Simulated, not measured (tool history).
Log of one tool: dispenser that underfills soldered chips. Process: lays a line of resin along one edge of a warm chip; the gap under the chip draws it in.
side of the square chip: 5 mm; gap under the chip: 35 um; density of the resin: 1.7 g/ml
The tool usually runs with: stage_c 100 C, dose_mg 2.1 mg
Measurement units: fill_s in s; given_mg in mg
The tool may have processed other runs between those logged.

| run | hour | stage_c | dose_mg | fill_s | given_mg |
|---|---|---|---|---|---|
| 1 | 0 | 100 | 2.1 | 45 | 1.985 |
| 2 | 3.2 | 100 | 2.1 | 51.8 | 1.981 |
|  | 4.4 | new syringe of resin |
| 3 | 6.8 | 100 | 2.69 | 35 | 2.553 |
| 4 | 11.4 | 100 | 2.69 | 43.4 | 2.528 |
|  | 15.1 | dispensing valve cleaned and set on the balance |
|  | 16.4 | new syringe of resin |
| 5 | 17.2 | 100 | 2.69 | 33.6 | 2.694 |
| 6 | 22.4 | 100 | 2.1 | 42.7 | 2.09 |
| 7 | 26.1 | 100 | 2.1 | 50 | 2.101 |
|  | 27.1 | new syringe of resin |
| 8 | 28.9 | 100 | 2.1 | 36.3 | 2.087 |
| 9 | 32.9 | 101 | 2 | 41.5 | 1.994 |
|  | 38.1 | new syringe of resin |
| 10 | 38.2 | 101 | 2 | 32.4 | 1.992 |
| 11 | 43.1 | 86 | 1.96 | 82 | 1.933 |
| 12 | 45.5 | 101 | 2.1 | 43.8 | 2.077 |
| 13 | 47.9 | 104 | 1.88 | 44.1 | 1.851 |
|  | 49.1 | new syringe of resin |
| 14 | 53.4 | 88 | 2.05 | 72.1 | 2.018 |
| 15 | 55.9 | 102 | 2.65 | 41.4 | 2.615 |

Forecast each of these 4 alternatives for the next run:
|  | 60 | new syringe of resin |
| A | 60.5 | 90 | 2.1 | ? | ? |
|  | 60 | new syringe of resin |
| B | 60.5 | 107 | 2.18 | ? | ? |
|  | 60 | new syringe of resin |
| C | 60.5 | 101 | 2.52 | ? | ? |
|  | 60 | new syringe of resin |
| D | 60.5 | 100 | 2.29 | ? | ? |

| run | fill_s | given_mg |
|---|---|---|
| A | 53.9 | 2.064 |
| B | 23.9 | 2.146 |
| C | 31.8 | 2.484 |
| D | 34 | 2.257 |
Without the tool's hidden state the same runs would have given:
| run | fill_s | given_mg |
|---|---|---|
| A | 50.2 | 2.092 |
| B | 22.4 | 2.175 |
| C | 29.8 | 2.518 |
| D | 31.8 | 2.288 |
